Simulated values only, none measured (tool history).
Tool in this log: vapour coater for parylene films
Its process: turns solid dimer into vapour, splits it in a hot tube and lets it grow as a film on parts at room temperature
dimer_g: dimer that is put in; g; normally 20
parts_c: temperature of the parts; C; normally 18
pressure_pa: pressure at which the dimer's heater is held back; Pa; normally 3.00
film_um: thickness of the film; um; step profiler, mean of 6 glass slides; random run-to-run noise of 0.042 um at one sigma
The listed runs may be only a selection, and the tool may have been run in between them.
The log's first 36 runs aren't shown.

run    hour  dimer_g  parts_c  pressure_pa  film_um
 37  2225.7        9       18         2.55     2.12
 38  2300.8       25       25         6.04     4.53
 39  2362.6       25       25         6.04     4.50
 40  2402.8       25       25         6.04     4.45
     2448.3  -- trap's valve overhauled
 41  2494.1       25       25         6.04     4.51
 42  2578.8       25       25         6.04     4.47
 43  2638.6       25       25         6.04     4.53
 44  2691.2       25       25         6.04     4.46
 45  2755.3       25       25         6.04     4.45
 46  2838.3       18       11         3.00     4.95
     2897.8  -- trap's valve overhauled
 47  2925.8       20       15         4.60     4.79

Alternative continuations, all from the tool just after run 47; predict every row:
  A  2993.1       16       11         8.13        ?
  B  2993.1       31       12        10.21        ?
  C  2993.1       26       18         3.00        ?

run  film_um
  A     3.99
  B     7.15
  C     5.95
What these runs would have given with no unlogged condition in the tool:
run  film_um
  A     4.00
  B     7.16
  C     5.96
